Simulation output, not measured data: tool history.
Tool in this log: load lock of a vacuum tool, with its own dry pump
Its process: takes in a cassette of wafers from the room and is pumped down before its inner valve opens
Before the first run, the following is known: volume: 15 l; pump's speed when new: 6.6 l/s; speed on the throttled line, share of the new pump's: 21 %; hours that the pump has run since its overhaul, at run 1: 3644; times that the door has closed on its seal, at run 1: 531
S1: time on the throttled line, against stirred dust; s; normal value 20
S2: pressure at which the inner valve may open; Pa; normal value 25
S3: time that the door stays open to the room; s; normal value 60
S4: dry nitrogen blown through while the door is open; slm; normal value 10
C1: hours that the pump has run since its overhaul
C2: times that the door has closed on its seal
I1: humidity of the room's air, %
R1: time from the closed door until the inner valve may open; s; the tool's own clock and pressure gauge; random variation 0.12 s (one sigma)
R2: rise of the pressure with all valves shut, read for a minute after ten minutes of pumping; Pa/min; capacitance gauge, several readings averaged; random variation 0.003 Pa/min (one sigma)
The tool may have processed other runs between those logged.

{"run": 1, "hour": 0.0, "S1": 20, "S2": 25, "S3": 60, "S4": 10, "C1": 3644, "C2": 531, "I1": 44.2, "R1": 34.9, "R2": 0.04}
{"run": 2, "hour": 269.2, "S1": 20, "S2": 25, "S3": 60, "S4": 10, "C1": 3913, "C2": 1818, "I1": 44.6, "R1": 34.8, "R2": 0.04}
{"run": 3, "hour": 437.4, "S1": 20, "S2": 25, "S3": 60, "S4": 10, "C1": 4081, "C2": 2623, "I1": 45, "R1": 34.7, "R2": 0.042}
{"run": 4, "hour": 695.3, "S1": 20, "S2": 25, "S3": 60, "S4": 10, "C1": 4339, "C2": 3856, "I1": 44.5, "R1": 35, "R2": 0.041}
{"run": 5, "hour": 959.9, "S1": 20, "S2": 25, "S3": 60, "S4": 10, "C1": 4604, "C2": 5121, "I1": 45.3, "R1": 34.8, "R2": 0.035}
{"run": 6, "hour": 1168.5, "S1": 20, "S2": 25, "S3": 60, "S4": 10, "C1": 4812, "C2": 6119, "I1": 43.6, "R1": 34.7, "R2": 0.039}
{"run": 7, "hour": 1468.9, "S1": 20, "S2": 25, "S3": 60, "S4": 10, "C1": 5113, "C2": 7555, "I1": 45.9, "R1": 34.7, "R2": 0.041}
{"run": 8, "hour": 1641.0, "S1": 20, "S2": 25, "S3": 60, "S4": 10, "C1": 5285, "C2": 8378, "I1": 41.4, "R1": 34.7, "R2": 0.039}
{"run": 9, "hour": 1998.6, "S1": 20, "S2": 25, "S3": 60, "S4": 10, "C1": 5643, "C2": 10088, "I1": 45.1, "R1": 34.6, "R2": 0.042}
{"run": 10, "hour": 2379.6, "S1": 20, "S2": 25, "S3": 60, "S4": 10, "C1": 6024, "C2": 11910, "I1": 47.8, "R1": 34.8, "R2": 0.04}
{"run": 11, "hour": 2572.0, "S1": 20, "S2": 25, "S3": 60, "S4": 10, "C1": 6216, "C2": 12830, "I1": 46, "R1": 34.9, "R2": 0.04}
{"run": 12, "hour": 2937.6, "S1": 20, "S2": 25, "S3": 60, "S4": 10, "C1": 6582, "C2": 14578, "I1": 43.2, "R1": 34.8, "R2": 0.04}
{"run": 13, "hour": 3327.5, "S1": 20, "S2": 25, "S3": 48, "S4": 10, "C1": 6972, "C2": 16442, "I1": 44.2, "R1": 34.7, "R2": 0.032}
{"run": 14, "hour": 3553.6, "S1": 26, "S2": 23, "S3": 187, "S4": 10, "C1": 7198, "C2": 17523, "I1": 47.5, "R1": 39.7, "R2": 0.076}
{"run": 15, "hour": 3881.8, "S1": 39, "S2": 25, "S3": 75, "S4": 10, "C1": 7526, "C2": 19093, "I1": 43.4, "R1": 49.7, "R2": 0.047}
{"run": 16, "hour": 4077.9, "S1": 39, "S2": 25, "S3": 75, "S4": 10, "C1": 7722, "C2": 20030, "I1": 44.1, "R1": 50, "R2": 0.046}
{"run": 17, "hour": 4345.9, "S1": 39, "S2": 25, "S3": 75, "S4": 10, "C1": 7990, "C2": 21312, "I1": 45, "R1": 49.7, "R2": 0.043}
{"run": 18, "hour": 4528.5, "S1": 17, "S2": 25, "S3": 105, "S4": 10, "C1": 8173, "C2": 22185, "I1": 42.2, "R1": 32.2, "R2": 0.055}
{"run": 19, "hour": 4877.3, "S1": 34, "S2": 25, "S3": 60, "S4": 10, "C1": 8521, "C2": 23853, "I1": 44, "R1": 45.9, "R2": 0.039}
{"run": 20, "hour": 5271.8, "S1": 34, "S2": 25, "S3": 60, "S4": 10, "C1": 8916, "C2": 25739, "I1": 48.3, "R1": 45.8, "R2": 0.048}
{"run": 21, "hour": 5546.6, "S1": 22, "S2": 46, "S3": 67, "S4": 40, "C1": 9191, "C2": 27053, "I1": 43.9, "R1": 34.7, "R2": 0.024}
{"run": 22, "hour": 5841.3, "S1": 34, "S2": 25, "S3": 29, "S4": 10, "C1": 9485, "C2": 28462, "I1": 45.3, "R1": 45.8, "R2": 0.026}
{"run": 23, "hour": 6232.1, "S1": 29, "S2": 19, "S3": 29, "S4": 10, "C1": 9876, "C2": 30331, "I1": 44.3, "R1": 42.6, "R2": 0.029}
{"run": 24, "hour": 6513.8, "S1": 34, "S2": 33, "S3": 33, "S4": 35, "C1": 10158, "C2": 31677, "I1": 49.1, "R1": 45.4, "R2": 0.022}
{"hour": 6581.8, "done": "door's seal changed, seat wiped"}
{"run": 25, "hour": 6823.1, "S1": 34, "S2": 33, "S3": 33, "S4": 35, "C1": 10466, "C2": 1153, "I1": 45.6, "R1": 45.3, "R2": 0.018}

Take each entry between the runs: how does the hidden state at the last listed run before it differ from the hidden state at the first listed run after it?
Logged between run 24 and run 25: door's seal changed, seat wiped (hour 6581.8)
  leak at the door's seal, Pa l/s: 0.0025 -> 0.002
